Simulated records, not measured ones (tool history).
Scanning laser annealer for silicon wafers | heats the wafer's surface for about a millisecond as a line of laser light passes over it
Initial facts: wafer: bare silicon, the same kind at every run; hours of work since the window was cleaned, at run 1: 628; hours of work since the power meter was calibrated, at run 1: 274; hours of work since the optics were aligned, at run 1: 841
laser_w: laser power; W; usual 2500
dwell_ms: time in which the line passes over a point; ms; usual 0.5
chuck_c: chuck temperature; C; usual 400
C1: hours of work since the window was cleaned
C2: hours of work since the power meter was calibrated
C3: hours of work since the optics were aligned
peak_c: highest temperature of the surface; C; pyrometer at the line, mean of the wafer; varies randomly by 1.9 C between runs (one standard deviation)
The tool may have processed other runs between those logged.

run 1 hour=0 | laser_w=2500 dwell_ms=0.5 chuck_c=400 | C1=628 C2=274 C3=841 | peak_c=1159
run 2 hour=10.2 | laser_w=2500 dwell_ms=0.5 chuck_c=400 | C1=634 C2=280 C3=846 | peak_c=1165
run 3 hour=26.6 | laser_w=2500 dwell_ms=0.5 chuck_c=400 | C1=642 C2=289 C3=855 | peak_c=1165
run 4 hour=40.1 | laser_w=2500 dwell_ms=0.5 chuck_c=400 | C1=650 C2=296 C3=862 | peak_c=1164
run 5 hour=52.6 | laser_w=2731 dwell_ms=0.5 chuck_c=400 | C1=656 C2=302 C3=869 | peak_c=1245
run 6 hour=62.9 | laser_w=2636 dwell_ms=0.5 chuck_c=400 | C1=662 C2=308 C3=874 | peak_c=1211
run 7 hour=71 | laser_w=2629 dwell_ms=0.42 chuck_c=400 | C1=666 C2=312 C3=879 | peak_c=1136
run 8 hour=88.7 | laser_w=2719 dwell_ms=0.42 chuck_c=400 | C1=676 C2=322 C3=888 | peak_c=1165
run 9 hour=103 | laser_w=2696 dwell_ms=0.5 chuck_c=371 | C1=683 C2=329 C3=896 | peak_c=1202
run 10 hour=120.3 | laser_w=2500 dwell_ms=0.533 chuck_c=391 | C1=693 C2=339 C3=905 | peak_c=1178
run 11 hour=136.9 | laser_w=2500 dwell_ms=0.533 chuck_c=391 | C1=702 C2=348 C3=914 | peak_c=1178
run 12 hour=145.9 | laser_w=2500 dwell_ms=0.533 chuck_c=391 | C1=706 C2=352 C3=919 | peak_c=1176

Measured result minus the same run's result without the hidden state. Both carry the same run-to-run variation, though not necessarily the same gauge scatter:
Hidden conditions of the tool in this case: light that passes the window, % of a clean one's; laser's true power over the reading, %; width of the line over the set one, %; drift of the gauge itself on peak_c, C.
run=1 peak_c=-36
run=2 peak_c=-37
run=3 peak_c=-37
run=4 peak_c=-38
run=5 peak_c=-42
run=6 peak_c=-41
run=7 peak_c=-37
run=8 peak_c=-39
run=9 peak_c=-43
run=10 peak_c=-41
run=11 peak_c=-41
run=12 peak_c=-42
